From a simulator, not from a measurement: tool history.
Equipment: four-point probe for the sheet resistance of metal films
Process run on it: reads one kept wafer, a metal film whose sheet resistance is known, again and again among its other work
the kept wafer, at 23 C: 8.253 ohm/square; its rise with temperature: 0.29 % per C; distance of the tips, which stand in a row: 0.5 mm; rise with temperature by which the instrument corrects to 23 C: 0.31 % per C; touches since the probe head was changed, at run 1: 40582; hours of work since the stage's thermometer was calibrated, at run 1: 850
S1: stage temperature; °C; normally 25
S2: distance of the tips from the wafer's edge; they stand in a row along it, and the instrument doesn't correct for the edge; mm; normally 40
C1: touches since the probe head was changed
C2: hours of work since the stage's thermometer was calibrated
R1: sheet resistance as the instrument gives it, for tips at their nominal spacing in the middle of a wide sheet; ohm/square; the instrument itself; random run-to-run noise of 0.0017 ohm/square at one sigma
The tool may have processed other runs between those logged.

| run | hour | S1 | S2 | C1 | C2 | R1 |
|---|---|---|---|---|---|---|
| 1 | 0.0 | 25 | 40 | 40582 | 850 | 8.235448 |
| 2 | 29.1 | 25 | 40 | 41668 | 871 | 8.233830 |
| 3 | 51.8 | 25 | 40 | 42512 | 887 | 8.228364 |
| 4 | 75.7 | 25 | 40 | 43405 | 904 | 8.229740 |
| 5 | 91.7 | 24 | 40 | 44001 | 915 | 8.233829 |
| 6 | 125.7 | 24 | 40 | 45267 | 940 | 8.230108 |
| 7 | 149.2 | 24 | 9 | 46144 | 957 | 8.244972 |
| 8 | 177.8 | 25 | 12 | 47212 | 977 | 8.234033 |
| 9 | 206.4 | 25 | 40 | 48276 | 998 | 8.227401 |
| 10 | 221.7 | 25 | 4 | 48848 | 1009 | 8.298028 |
| 11 | 255.2 | 25 | 40 | 50095 | 1032 | 8.228387 |
| 12 | 274.7 | 25 | 36 | 50823 | 1046 | 8.227389 |
|  | 277.2 | stage's thermometer calibrated |
| 13 | 295.4 | 25 | 36 | 51578 | 13 | 8.228229 |
| 14 | 319.3 | 25 | 40 | 52469 | 30 | 8.226986 |
|  | 332.9 | stage's thermometer calibrated, once more |
| 15 | 350.8 | 25 | 27 | 53623 | 13 | 8.219541 |
| 16 | 376.2 | 20 | 40 | 54572 | 31 | 8.227378 |
| 17 | 404.5 | 20 | 40 | 55624 | 51 | 8.223626 |
| 18 | 437.0 | 20 | 40 | 56839 | 75 | 8.225025 |
| 19 | 455.9 | 20 | 40 | 57541 | 88 | 8.225594 |
| 20 | 475.1 | 21 | 40 | 58258 | 102 | 8.222970 |
| 21 | 500.4 | 25 | 66 | 59200 | 120 | 8.213717 |
| 22 | 520.5 | 25 | 35 | 59951 | 134 | 8.212177 |
| 23 | 543.8 | 25 | 35 | 60821 | 151 | 8.212432 |
| 24 | 563.0 | 25 | 14 | 61533 | 165 | 8.218642 |
| 25 | 585.4 | 33 | 46 | 62368 | 181 | 8.198875 |
| 26 | 621.8 | 33 | 46 | 63727 | 207 | 8.199124 |
| 27 | 655.1 | 23 | 9 | 64967 | 231 | 8.225836 |
| 28 | 689.4 | 29 | 9 | 66247 | 255 | 8.213819 |
| 29 | 705.9 | 33 | 11 | 66861 | 267 | 8.201474 |
| 30 | 735.0 | 33 | 11 | 67946 | 288 | 8.205449 |
| 31 | 753.9 | 21 | 7 | 68653 | 301 | 8.233435 |
| 32 | 776.9 | 33 | 61 | 69509 | 318 | 8.191702 |
| 33 | 792.7 | 33 | 61 | 70100 | 329 | 8.192984 |
| 34 | 821.1 | 24 | 42 | 71158 | 350 | 8.208269 |
| 35 | 845.5 | 24 | 42 | 72069 | 367 | 8.207021 |
| 36 | 878.0 | 19 | 4 | 73281 | 390 | 8.280111 |
| 37 | 912.4 | 19 | 4 | 74561 | 415 | 8.281600 |
| 38 | 946.7 | 30 | 6 | 75840 | 439 | 8.224368 |
| 39 | 975.9 | 18 | 5 | 76929 | 460 | 8.254522 |
| 40 | 1010.1 | 34 | 40 | 78204 | 485 | 8.185544 |
| 41 | 1043.2 | 34 | 40 | 79437 | 508 | 8.184460 |
| 42 | 1063.4 | 34 | 40 | 80192 | 523 | 8.187372 |
| 43 | 1084.7 | 30 | 7 | 80987 | 538 | 8.210278 |
| 44 | 1102.0 | 28 | 21 | 81632 | 551 | 8.194642 |

Forecast run 45:
| 45 | 1132.3 | 28 | 21 | 82762 | 572 | ? |

{"run 45": {"R1": 8.193072}}
Minus the tool's unlogged condition, the same run would have read R1 8.246272 ohm/square.
